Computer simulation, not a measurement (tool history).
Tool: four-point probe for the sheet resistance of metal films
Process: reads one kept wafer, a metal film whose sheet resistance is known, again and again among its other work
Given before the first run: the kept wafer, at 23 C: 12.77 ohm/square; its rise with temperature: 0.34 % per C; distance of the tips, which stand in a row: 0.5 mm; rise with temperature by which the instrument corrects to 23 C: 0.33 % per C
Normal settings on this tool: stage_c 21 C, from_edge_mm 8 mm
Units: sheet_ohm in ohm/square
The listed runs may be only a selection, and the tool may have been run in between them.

run	hour	stage_c	from_edge_mm	sheet_ohm
1	0	21	8	12.872848
2	12	21	8	12.872935
3	25.9	21	8	12.87224
4	40.1	21	43	12.848296
5	53	21	43	12.8453
6	62.7	21	43	12.843118
7	76.8	21	43	12.846191
8	82.9	21	43	12.847357
9	95.1	21	43	12.844309
10	102.6	21	8	12.870141
11	112.8	21	8	12.867326
12	126.2	21	8	12.868608
13	140.3	21	8	12.872687
14	148.3	19	8	12.883481
15	157.4	21	8	12.882024
16	165.5	21	8	12.883275
17	172	21	8	12.880269
18	185	35	74	12.867931
19	193.4	22	25	12.855698
20	205.3	22	25	12.856013
21	219.5	18	9	12.877983
22	226.3	18	9	12.871022
23	240.8	18	8	12.881196
24	253.7	23	56	12.853942
25	263.9	29	5	12.927172
26	273.5	29	5	12.933776
27	283.4	21	52	12.85868
28	289.7	21	4	12.958308
29	301.6	21	9	12.878888
30	307.9	20	38	12.858599
31	320.8	25	65	12.860468
32	330.8	22	10	12.87209
33	344	21	8	12.877257

Between the runs listed above, the log contained 2 entries, not reproduced here. Where in the sequence does each belong, and how does what the log doesn't record of the tool's condition differ from the listed run before to the listed run after?
Between runs 10 and 11: stage's thermometer calibrated (hour 104.4)
  inner tips' distance over the nominal, %: 0.624 -> 0.625; wafer's true temperature over the reading, C: -0.21 -> -0.3
  what was measured, less what the result would be without the hidden state, sheet_ohm: +0.077341 -> +0.073232 ohm/square
Between runs 13 and 14: stage's thermometer calibrated, once more (hour 142.8)
  inner tips' distance over the nominal, %: 0.629 -> 0.63; wafer's true temperature over the reading, C: -0.31 -> -0.02
  what was measured, less what the result would be without the hidden state, sheet_ohm: +0.073684 -> +0.086183 ohm/square
